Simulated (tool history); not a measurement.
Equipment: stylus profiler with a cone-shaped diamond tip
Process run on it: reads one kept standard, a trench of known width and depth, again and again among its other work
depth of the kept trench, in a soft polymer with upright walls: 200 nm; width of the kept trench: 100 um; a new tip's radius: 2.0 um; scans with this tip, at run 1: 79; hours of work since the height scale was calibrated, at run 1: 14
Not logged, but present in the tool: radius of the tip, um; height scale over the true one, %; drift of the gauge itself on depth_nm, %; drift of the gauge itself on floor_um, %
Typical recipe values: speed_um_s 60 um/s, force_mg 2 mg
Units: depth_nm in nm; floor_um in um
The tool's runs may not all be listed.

run	day	speed_um_s	force_mg	scans with this tip	hours of work since the height scale was calibrated	depth_nm	floor_um
1	0	60	2	79	14	202.12	97.74
2	2.012	60	2	291	51	202.11	97.83
3	3.017	60	2	396	69	202.21	97.78
4	4.554	32	2	557	97	202.19	97.89
5	6.158	32	2	725	127	202.21	97.9
6	7.558	70	2	872	152	202.22	97.68
7	9.475	21	2	1073	188	202.22	98.04
8	10.504	21	2	1181	206	202.29	97.96
9	11.508	60	2	1287	225	202.31	97.72
10	12.858	60	2	1428	250	202.29	97.76
11	14.904	60	2	1643	287	202.32	97.71
12	16.429	60	2	1803	315	202.3	97.6
13	17.754	24	2	1942	339	202.3	97.92
14	18.925	24	2	2065	361	202.29	97.92
15	20.142	24	2	2193	383	202.35	97.88
16	21.496	24	2	2335	408	202.33	97.88
17	22.554	24	2	2446	427	202.34	97.91
18	24.483	24	2	2648	463	202.35	97.84
19	26.467	24	2	2856	499	202.4	97.8
20	28.504	60	4.62	3070	537	204.03	97.71
21	30.617	128	2	3292	575	202.4	97.13
22	31.779	128	2	3414	597	202.43	97.12
23	33.854	96	2	3632	635	202.48	97.3
24	35.892	34	1.88	3845	672	202.4	97.73
25	36.908	60	1.32	3952	691	202	97.44
26	38.783	71	1.32	4149	725	202.03	97.38
27	39.75	71	1.32	4250	743	202.05	97.33
28	40.896	71	1.32	4370	764	202.04	97.35
29	42.112	71	1.32	4498	786	202.06	97.27
30	43.604	169	3.88	4654	813	203.78	97.08
31	45.667	26	1.52	4871	851	202.29	97.62
32	47.025	26	1.52	5013	876	202.23	97.62
33	48.6	51	1.85	5179	905	202.47	97.47
34	49.667	23	2	5291	925	202.64	97.67
# day 50.329: height scale calibrated on a step standard
35	51.033	125	5.32	5432	13	204.19	97.3
36	52.85	92	0.99	5623	46	201.47	96.92
37	54.904	88	4.1	5838	84	203.53	97.33
38	56.246	25	4.1	5979	109	203.57	97.65
39	57.767	25	4.1	6139	136	203.64	97.59
40	58.696	16	4.8	6236	154	204.08	97.69
41	59.733	16	4.8	6345	173	204.06	97.69
42	61.529	16	4.8	6533	205	203.98	97.68
43	62.988	22	1.93	6686	232	202.26	97.6
44	63.975	15	0.95	6790	250	201.52	97.56
45	64.992	15	0.95	6896	269	201.51	97.54
46	66.808	15	0.95	7087	302	201.54	97.55

Forecast each of these 3 alternatives for the next run:
A	68.683	158	4.68	7284	337	?	?
B	68.683	76	0.75	7284	337	?	?
C	68.683	28	2.65	7284	337	?	?

run	depth_nm	floor_um
A	203.91	97.06
B	201.38	96.87
C	202.78	97.48
Without the tool's hidden state the same runs would have given:
run	depth_nm	floor_um
A	203.62	97.63
B	201.1	97.45
C	202.5	98.06

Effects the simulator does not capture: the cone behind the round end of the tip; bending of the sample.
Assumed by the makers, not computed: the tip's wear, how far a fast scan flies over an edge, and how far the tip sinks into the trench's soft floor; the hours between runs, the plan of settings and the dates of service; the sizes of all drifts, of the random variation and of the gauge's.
